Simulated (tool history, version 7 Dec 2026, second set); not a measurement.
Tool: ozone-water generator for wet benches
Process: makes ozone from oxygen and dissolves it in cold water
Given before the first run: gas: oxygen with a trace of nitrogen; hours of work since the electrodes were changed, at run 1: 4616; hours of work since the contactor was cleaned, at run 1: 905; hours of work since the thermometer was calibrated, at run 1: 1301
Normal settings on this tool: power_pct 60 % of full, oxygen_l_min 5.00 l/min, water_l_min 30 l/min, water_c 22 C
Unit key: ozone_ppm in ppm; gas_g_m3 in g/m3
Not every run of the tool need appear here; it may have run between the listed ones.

| run | hour | power_pct | oxygen_l_min | water_l_min | water_c | hours of work since the electrodes were changed | hours of work since the contactor was cleaned | hours of work since the thermometer was calibrated | ozone_ppm | gas_g_m3 |
|---|---|---|---|---|---|---|---|---|---|---|
| 1 | 0.0 | 60 | 5.00 | 30 | 22 | 4616 | 905 | 1301 | 14.4 | 181.8 |
| 2 | 164.4 | 60 | 5.00 | 30 | 22 | 4727 | 1016 | 1412 | 14.6 | 181.2 |
| 3 | 291.8 | 60 | 5.00 | 30 | 22 | 4813 | 1102 | 1498 | 14.3 | 181.9 |
| 4 | 493.7 | 60 | 3.79 | 30 | 22 | 4949 | 1239 | 1635 | 13.2 | 199.3 |
| 5 | 643.4 | 60 | 3.79 | 30 | 22 | 5051 | 1340 | 1736 | 13.1 | 197.7 |
| 6 | 766.9 | 60 | 6.91 | 30 | 22 | 5134 | 1423 | 1819 | 15.0 | 156.3 |
| 7 | 919.5 | 60 | 6.86 | 30 | 22 | 5237 | 1526 | 1922 | 14.7 | 157.8 |
| 8 | 1103.4 | 60 | 6.86 | 30 | 22 | 5361 | 1650 | 2046 | 14.6 | 154.4 |
| 9 | 1302.4 | 98 | 5.00 | 30 | 22 | 5495 | 1784 | 2180 | 18.6 | 235.0 |
| 10 | 1444.2 | 48 | 5.00 | 30 | 22 | 5591 | 1880 | 2276 | 11.7 | 152.4 |
| 11 | 1529.8 | 48 | 5.00 | 30 | 22 | 5649 | 1938 | 2334 | 11.9 | 149.8 |
| 12 | 1720.7 | 48 | 5.00 | 30 | 22 | 5778 | 2067 | 2463 | 11.8 | 149.5 |
| 13 | 1881.9 | 92 | 5.00 | 30 | 22 | 5887 | 2176 | 2572 | 17.5 | 217.8 |
| 14 | 1973.9 | 92 | 5.00 | 30 | 22 | 5949 | 2238 | 2634 | 17.1 | 219.3 |
| 15 | 2090.9 | 92 | 5.00 | 30 | 22 | 6028 | 2317 | 2713 | 17.2 | 216.6 |
| 16 | 2271.9 | 60 | 3.95 | 30 | 22 | 6150 | 2439 | 2835 | 12.4 | 184.6 |
|  | 2329.1 | contactor cleaned |
| 17 | 2432.3 | 60 | 7.08 | 33 | 22 | 6256 | 70 | 2941 | 13.1 | 146.4 |
| 18 | 2530.6 | 60 | 7.08 | 24 | 22 | 6322 | 136 | 3007 | 16.2 | 144.4 |
| 19 | 2625.7 | 60 | 2.81 | 36 | 22 | 6386 | 200 | 3071 | 9.3 | 203.5 |
| 20 | 2721.4 | 60 | 5.00 | 30 | 15 | 6451 | 265 | 3136 | 14.1 | 161.7 |
|  | 2730.2 | water thermometer calibrated |
| 21 | 2907.4 | 56 | 7.47 | 33 | 16 | 6576 | 390 | 120 | 13.4 | 134.5 |
|  | 3014.2 | electrodes of the discharge changed |
| 22 | 3094.7 | 57 | 6.70 | 33 | 15 | 54 | 513 | 242 | 18.3 | 196.0 |
| 23 | 3216.6 | 54 | 3.03 | 33 | 15 | 137 | 595 | 324 | 13.5 | 251.4 |
| 24 | 3385.5 | 60 | 3.88 | 30 | 21 | 251 | 709 | 438 | 16.6 | 245.2 |
|  | 3486.5 | water thermometer calibrated, once more |
| 25 | 3487.5 | 46 | 5.00 | 19 | 22 | 319 | 777 | 1 | 20.0 | 180.6 |
| 26 | 3580.5 | 46 | 5.00 | 19 | 22 | 382 | 840 | 63 | 19.5 | 178.9 |
| 27 | 3743.9 | 46 | 5.00 | 19 | 22 | 492 | 951 | 174 | 19.4 | 179.3 |
| 28 | 3861.4 | 46 | 4.50 | 39 | 22 | 572 | 1030 | 253 | 10.9 | 185.5 |
| 29 | 3968.1 | 60 | 3.92 | 30 | 23 | 644 | 1102 | 325 | 16.2 | 240.3 |
| 30 | 4077.4 | 60 | 5.00 | 37 | 15 | 717 | 1176 | 399 | 15.8 | 220.9 |

For run 31, what comes out?
| 31 | 4183.7 | 46 | 3.71 | 35 | 15 | 789 | 1247 | 471 | ? | ? |

ozone_ppm: 12.1 ppm
gas_g_m3: 199.7 g/m3
With no hidden state in the tool, this same run would have given ozone_ppm 12.7 ppm, gas_g_m3 205.4 g/m3.
